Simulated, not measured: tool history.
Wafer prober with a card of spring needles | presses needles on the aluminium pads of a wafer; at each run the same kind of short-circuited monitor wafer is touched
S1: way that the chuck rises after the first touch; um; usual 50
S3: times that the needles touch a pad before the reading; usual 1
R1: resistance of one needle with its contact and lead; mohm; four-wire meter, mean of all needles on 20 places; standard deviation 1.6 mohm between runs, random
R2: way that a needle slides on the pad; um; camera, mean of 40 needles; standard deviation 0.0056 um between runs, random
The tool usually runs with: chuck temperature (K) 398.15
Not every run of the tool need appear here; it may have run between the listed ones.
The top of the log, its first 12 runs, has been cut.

At hour 568.6: tips cleaned on abrasive film.
At hour 601.8: tips cleaned on abrasive film.
Run 13, hour 613.8: usual settings but chuck temperature (K) 303.15. Result: R1 251 mohm, R2 9.198 um.
At hour 629.7: tips cleaned on abrasive film.
Run 14, hour 653.3: usual settings but chuck temperature (K) 303.15. Result: R1 291 mohm, R2 9.192 um.
At hour 657.9: tips cleaned on abrasive film.
At hour 661.9: height of the first contact set anew.
At hour 689.2: tips cleaned on abrasive film.
At hour 719: tips cleaned on abrasive film.
Run 15, hour 719: usual settings but S1 49 um. Result: R1 174 mohm, R2 9.074 um.
At hour 748.3: tips cleaned on abrasive film.
Run 16, hour 753.8: usual settings but S1 52 um, S3 2. Result: R1 190 mohm, R2 9.623 um.
At hour 779.5: tips cleaned on abrasive film.
Run 17, hour 798.5: usual settings but S1 39 um, chuck temperature (K) 354.15, S3 2. Result: R1 271 mohm, R2 7.203 um.
At hour 808: tips cleaned on abrasive film.
At hour 838.3: tips cleaned on abrasive film.
Run 18, hour 857.9: usual settings but S1 39 um, chuck temperature (K) 354.15, S3 2. Result: R1 273 mohm, R2 7.194 um.
At hour 869.3: tips cleaned on abrasive film.
Run 19, hour 892: usual settings but S1 32 um, chuck temperature (K) 357.15, S3 3. Result: R1 277 mohm, R2 5.879 um.
At hour 897.1: tips cleaned on abrasive film.
At hour 927.6: tips cleaned on abrasive film.
Run 20, hour 933: usual settings but S1 32 um, chuck temperature (K) 357.15, S3 3. Result: R1 212 mohm, R2 5.877 um.
At hour 956.8: tips cleaned on abrasive film.
Run 21, hour 967.8: usual settings but S1 31 um, chuck temperature (K) 333.15. Result: R1 389 mohm, R2 5.68 um.
At hour 986.1: tips cleaned on abrasive film.
Run 22, hour 1004.2: usual settings but S1 49 um, chuck temperature (K) 315.15. Result: R1 281 mohm, R2 9.001 um.
At hour 1017.1: tips cleaned on abrasive film.
At hour 1044.5: tips cleaned on abrasive film.
At hour 1044.8: height of the first contact set anew.
Run 23, hour 1047.3: usual settings but S1 30 um, chuck temperature (K) 309.15, S3 2. Result: R1 216 mohm, R2 5.57 um.
At hour 1075.9: tips cleaned on abrasive film.
Run 24, hour 1101.6: usual settings but S1 47 um, chuck temperature (K) 322.15. Result: R1 314 mohm, R2 8.725 um.
At hour 1106.5: tips cleaned on abrasive film.
At hour 1135.1: tips cleaned on abrasive film.
Run 25, hour 1153.1: usual settings but S1 30 um, chuck temperature (K) 396.15. Result: R1 470 mohm, R2 5.539 um.
At hour 1164: tips cleaned on abrasive film.
At hour 1195.8: tips cleaned on abrasive film.
Run 26, hour 1201.7: usual settings but S1 45 um, chuck temperature (K) 396.15. Result: R1 240 mohm, R2 8.317 um.
At hour 1224.1: tips cleaned on abrasive film.
Run 27, hour 1244.1: usual settings but S1 38 um, chuck temperature (K) 336.15, S3 3. Result: R1 237 mohm, R2 7.008 um.
At hour 1254.5: tips cleaned on abrasive film.
At hour 1283.6: tips cleaned on abrasive film.
Run 28, hour 1307.9: usual settings but S3 2. Result: R1 241 mohm, R2 9.232 um.
At hour 1311.5: tips cleaned on abrasive film.
At hour 1339.5: tips cleaned on abrasive film.
Run 29, hour 1339.5: usual settings but chuck temperature (K) 393.15. Result: R1 172 mohm, R2 9.191 um.
At hour 1367.5: tips cleaned on abrasive film.
Run 30, hour 1386.1: usual settings but chuck temperature (K) 393.15. Result: R1 276 mohm, R2 9.193 um.

Consider 4 possible next runs. They are alternatives, not a sequence: every one starts from the tool as it was left by run 30. What does each give?
At hour 1395.1: tips cleaned on abrasive film.
At hour 1425.2: tips cleaned on abrasive film.
At hour 1430.9: height of the first contact set anew.
Run A, hour 1452.7: usual settings but S1 32 um, chuck temperature (K) 393.15. Result: R1 ?, R2 ?.
At hour 1395.1: tips cleaned on abrasive film.
At hour 1425.2: tips cleaned on abrasive film.
At hour 1430.9: height of the first contact set anew.
Run B, hour 1452.7: usual settings. Result: R1 ?, R2 ?.
At hour 1395.1: tips cleaned on abrasive film.
At hour 1425.2: tips cleaned on abrasive film.
At hour 1430.9: height of the first contact set anew.
Run C, hour 1452.7: usual settings but chuck temperature (K) 393.15, S3 3. Result: R1 ?, R2 ?.
At hour 1395.1: tips cleaned on abrasive film.
At hour 1425.2: tips cleaned on abrasive film.
At hour 1430.9: height of the first contact set anew.
Run D, hour 1452.7: usual settings but S1 41 um, S3 2. Result: R1 ?, R2 ?.

run   R1     R2
  A  476   5.93
  B  292  9.271
  C  213  9.274
  D  284  7.612
The same runs, with their run-to-run variation unchanged, on a tool lacking any hidden condition would have given:
run   R1     R2
  A  181   5.93
  B  162  9.271
  C  164  9.274
  D  171  7.612
